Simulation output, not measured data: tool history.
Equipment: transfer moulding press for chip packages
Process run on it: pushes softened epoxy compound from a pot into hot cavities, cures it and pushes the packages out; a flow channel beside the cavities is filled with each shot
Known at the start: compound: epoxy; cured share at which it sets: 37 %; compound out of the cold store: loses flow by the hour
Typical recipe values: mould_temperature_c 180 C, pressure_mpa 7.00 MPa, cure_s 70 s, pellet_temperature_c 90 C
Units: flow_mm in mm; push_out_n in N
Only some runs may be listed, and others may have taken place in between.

run     day  mould_temperature_c  pressure_mpa  cure_s  pellet_temperature_c  incoming compound's hours out of the cold store  flow_mm  push_out_n
  1   0.000                  180          7.00      70                    90                                             22.9      862         628
      0.217  -- cavities cleaned with cleaning compound and waxed
  2   0.938                  180          7.00      70                    90                                             30.3      826         550
      2.171  -- cavities cleaned with cleaning compound and waxed
  3   2.417                  180          7.00      70                    90                                             35.5      801         450
      4.000  -- cavities cleaned with cleaning compound and waxed
  4   4.196                  180          7.00      70                    90                                              8.7      883         447
      5.883  -- cavities cleaned with cleaning compound and waxed
  5   6.042                  180          7.00      70                    90                                             26.4      811         433
      7.417  -- plunger's sealing rings changed
      7.854  -- cavities cleaned with cleaning compound and waxed
  6   8.229                  180          5.87      70                    90                                             11.8      829         493
      9.808  -- cavities cleaned with cleaning compound and waxed
  7  10.171                  180          7.00      83                    90                                              9.4      900         398
  8  11.321                  180          7.00      70                    90                                             16.3      874         645
     11.721  -- cavities cleaned with cleaning compound and waxed
  9  13.262                  180          7.00      70                    96                                             13.8      870         647
     13.608  -- cavities cleaned with cleaning compound and waxed
 10  15.004                  180          7.00      70                    96                                              9.6      876         634
     15.629  -- cavities cleaned with cleaning compound and waxed
 11  16.721                  180          7.00      70                    90                                             34.5      790         595
     17.000  -- plunger's sealing rings changed
     17.646  -- cavities cleaned with cleaning compound and waxed
 12  18.879                  180          7.00      70                    90                                              8.1      912         630
     19.546  -- cavities cleaned with cleaning compound and waxed
 13  20.100                  180          7.00      70                    80                                             18.4      870         520
     20.279  -- mould's thermocouples calibrated
     21.512  -- cavities cleaned with cleaning compound and waxed
 14  21.521                  180          7.00      70                    80                                             28.8      820         411
     23.404  -- cavities cleaned with cleaning compound and waxed
 15  23.625                  187          7.00      53                    88                                             41.1      760         541
     25.054  -- mould's thermocouples calibrated, once more
     25.483  -- cavities cleaned with cleaning compound and waxed
 16  25.825                  179          7.00      70                    98                                             39.5      773         471
     26.788  -- plunger's sealing rings changed
     27.471  -- cavities cleaned with cleaning compound and waxed
 17  27.475                  187          6.34     109                    93                                             31.6      772         329
     29.367  -- cavities cleaned with cleaning compound and waxed
 18  29.588                  187          6.34     109                    93                                             34.4      752         374
 19  30.579                  185          7.56      98                    93                                             22.1      866         507
     31.233  -- cavities cleaned with cleaning compound and waxed
 20  32.396                  185          7.56      98                    93                                             15.5      882         501
     33.238  -- cavities cleaned with cleaning compound and waxed
 21  33.346                  185          7.56      98                    93                                             25.7      841         338
     35.208  -- cavities cleaned with cleaning compound and waxed
 22  35.458                  180          5.74     101                    90                                             16.3      766         393
     36.379  -- plunger's sealing rings changed
     37.200  -- cavities cleaned with cleaning compound and waxed
 23  37.683                  178          7.00      52                    93                                             17.6      890        1118
 24  38.604                  178          7.00      58                    93                                             47.7      776         963
     39.167  -- cavities cleaned with cleaning compound and waxed
 25  40.238                  178          7.00      58                    93                                             39.5      799         924
     41.112  -- cavities cleaned with cleaning compound and waxed
 26  41.183                  186          5.47      55                    95                                             32.1      704         462

Branching from run 26: 3 alternative next runs. What would each branch give?
  A  42.742                  180          5.66      70                    89                                             18.1        ?           ?
  B  42.742                  178          7.39      58                    95                                             32.0        ?           ?
  C  42.742                  186          5.47     101                    95                                             39.1        ?           ?

run  flow_mm  push_out_n
  A      767         641
  B      833        1045
  C      675         553
With no hidden state in the tool, these same runs would have given:
run  flow_mm  push_out_n
  A      792         378
  B      861         608
  C      697         336
